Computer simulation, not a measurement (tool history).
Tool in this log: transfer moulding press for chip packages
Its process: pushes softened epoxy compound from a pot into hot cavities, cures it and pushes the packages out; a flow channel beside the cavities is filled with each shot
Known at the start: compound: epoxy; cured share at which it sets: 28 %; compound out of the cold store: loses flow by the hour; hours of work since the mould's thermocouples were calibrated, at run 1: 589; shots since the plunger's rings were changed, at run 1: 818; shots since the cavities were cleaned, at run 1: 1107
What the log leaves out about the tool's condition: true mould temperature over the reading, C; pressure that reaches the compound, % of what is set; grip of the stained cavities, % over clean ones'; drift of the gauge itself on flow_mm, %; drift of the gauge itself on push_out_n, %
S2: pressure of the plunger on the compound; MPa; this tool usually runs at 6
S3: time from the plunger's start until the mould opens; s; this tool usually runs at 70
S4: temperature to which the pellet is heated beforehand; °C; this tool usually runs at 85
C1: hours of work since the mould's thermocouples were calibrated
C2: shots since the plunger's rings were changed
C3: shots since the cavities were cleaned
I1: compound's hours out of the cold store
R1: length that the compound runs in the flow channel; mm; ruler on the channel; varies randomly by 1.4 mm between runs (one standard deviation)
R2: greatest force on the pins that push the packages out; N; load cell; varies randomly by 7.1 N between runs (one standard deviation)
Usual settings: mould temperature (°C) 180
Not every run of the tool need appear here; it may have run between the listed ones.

Run 1, hour 0: usual settings; C1 589; C2 818; C3 1107; I1 17.6. Result: R1 553 mm, R2 558 N.
At hour 5.7: cavities cleaned with cleaning compound and waxed.
Run 2, hour 24.9: usual settings; C1 607; C2 1234; C3 341; I1 8.2. Result: R1 568 mm, R2 424 N.
Run 3, hour 68.8: usual settings; C1 641; C2 2012; C3 1119; I1 39.3. Result: R1 505 mm, R2 532 N.
At hour 77.8: cavities cleaned with cleaning compound and waxed.
Run 4, hour 123.7: usual settings but S3 107 s; C1 682; C2 2958; C3 814; I1 42.6. Result: R1 496 mm, R2 325 N.
At hour 146.2: cavities cleaned with cleaning compound and waxed.
Run 5, hour 166.5: usual settings but S3 107 s; C1 714; C2 3690; C3 360; I1 30.1. Result: R1 513 mm, R2 278 N.
At hour 216.2: cavities cleaned with cleaning compound and waxed.
Run 6, hour 221.5: usual settings but S3 107 s; C1 756; C2 4638; C3 94; I1 28.2. Result: R1 511 mm, R2 210 N.
At hour 257: plunger's sealing rings changed.
Run 7, hour 269.4: usual settings but mould temperature (°C) 185, S3 107 s; C1 791; C2 220; C3 899; I1 13.4. Result: R1 557 mm, R2 332 N.
At hour 290.1: cavities cleaned with cleaning compound and waxed.
Run 8, hour 307.5: usual settings but mould temperature (°C) 185, S3 107 s, S4 94 °C; C1 819; C2 868; C3 308; I1 14.5. Result: R1 553 mm, R2 274 N.
Run 9, hour 330.9: usual settings but mould temperature (°C) 185, S3 107 s, S4 94 °C; C1 837; C2 1284; C3 724; I1 18.6. Result: R1 539 mm, R2 329 N.
At hour 335.3: mould's thermocouples calibrated.
At hour 360.4: cavities cleaned with cleaning compound and waxed.
Run 10, hour 380.1: usual settings; C1 33; C2 2093; C3 349; I1 14.1. Result: R1 549 mm, R2 459 N.
Run 11, hour 414.9: usual settings; C1 60; C2 2711; C3 967; I1 48. Result: R1 481 mm, R2 561 N.
At hour 428: cavities cleaned with cleaning compound and waxed.
Run 12, hour 465.2: usual settings; C1 98; C2 3574; C3 659; I1 27.3. Result: R1 517 mm, R2 540 N.
Run 13, hour 492.2: usual settings but S4 93 °C; C1 119; C2 4054; C3 1139; I1 29.8. Result: R1 507 mm, R2 594 N.
At hour 497.9: cavities cleaned with cleaning compound and waxed.
Run 14, hour 548: usual settings but S2 4.68 MPa, S3 64 s, S4 92 °C; C1 161; C2 5017; C3 888; I1 13.6. Result: R1 473 mm, R2 717 N.
At hour 565.8: plunger's sealing rings changed.
At hour 570: cavities cleaned with cleaning compound and waxed.
Run 15, hour 585.9: usual settings but mould temperature (°C) 179, S2 5.6 MPa; C1 187; C2 330; C3 282; I1 43.1. Result: R1 489 mm, R2 418 N.
Run 16, hour 628.3: usual settings but mould temperature (°C) 179, S2 4.72 MPa, S4 80 °C; C1 220; C2 1082; C3 1034; I1 40.3. Result: R1 450 mm, R2 608 N.
At hour 641.4: cavities cleaned with cleaning compound and waxed.
Run 17, hour 664.9: usual settings but S2 5.41 MPa, S3 91 s, S4 87 °C; C1 247; C2 1703; C3 416; I1 32.9. Result: R1 492 mm, R2 308 N.
Run 18, hour 695.3: usual settings but mould temperature (°C) 183, S4 93 °C; C1 270; C2 2242; C3 955; I1 35.5. Result: R1 507 mm, R2 448 N.
At hour 710.1: cavities cleaned with cleaning compound and waxed.
Run 19, hour 737.1: usual settings but mould temperature (°C) 175, S2 6.08 MPa, S4 87 °C; C1 302; C2 2958; C3 479; I1 28.6. Result: R1 526 mm, R2 634 N.
At hour 777.9: cavities cleaned with cleaning compound and waxed.
Run 20, hour 792.4: usual settings; C1 343; C2 3910; C3 257; I1 42.2. Result: R1 489 mm, R2 381 N.
Run 21, hour 828.4: usual settings but S3 98 s; C1 371; C2 4548; C3 895; I1 20.3. Result: R1 524 mm, R2 357 N.
At hour 845.1: cavities cleaned with cleaning compound and waxed.
Run 22, hour 857.4: usual settings but S3 98 s; C1 392; C2 5037; C3 219; I1 15.2. Result: R1 534 mm, R2 259 N.
At hour 871.6: plunger's sealing rings changed.
Run 23, hour 911.1: usual settings but S2 4.85 MPa, S3 98 s, S4 92 °C; C1 432; C2 699; C3 1125; I1 27.3. Result: R1 478 mm, R2 375 N.
At hour 915.7: cavities cleaned with cleaning compound and waxed.
Run 24, hour 950.9: usual settings but S2 5.3 MPa; C1 461; C2 1380; C3 626; I1 35.1. Result: R1 483 mm, R2 485 N.
At hour 982.9: cavities cleaned with cleaning compound and waxed.
Run 25, hour 982.9: usual settings but S2 5.3 MPa; C1 485; C2 1919; C3 0; I1 16.1. Result: R1 514 mm, R2 284 N.
Run 26, hour 1038.3: usual settings but mould temperature (°C) 185, S4 92 °C; C1 528; C2 2901; C3 982; I1 29.4. Result: R1 511 mm, R2 427 N.

Alternative continuations, all from the tool just after run 26; predict every row:
At hour 1052.5: cavities cleaned with cleaning compound and waxed.
Run A, hour 1093: usual settings but mould temperature (°C) 185, S2 5.11 MPa, S3 63 s, S4 89 °C; C1 569; C2 3845; C3 718; I1 34.4. Result: R1 ?, R2 ?.
At hour 1052.5: cavities cleaned with cleaning compound and waxed.
Run B, hour 1093: usual settings but mould temperature (°C) 186, S4 92 °C; C1 569; C2 3845; C3 718; I1 32.7. Result: R1 ?, R2 ?.
At hour 1052.5: cavities cleaned with cleaning compound and waxed.
Run C, hour 1093: usual settings but mould temperature (°C) 185, S2 5.51 MPa, S3 110 s, S4 94 °C; C1 569; C2 3845; C3 718; I1 35.7. Result: R1 ?, R2 ?.

run   R1   R2
  A  461  471
  B  503  383
  C  477  327
With the hidden condition removed and each run's random variation left untouched, the same runs would have given:
run   R1   R2
  A  479  271
  B  523  213
  C  497  173
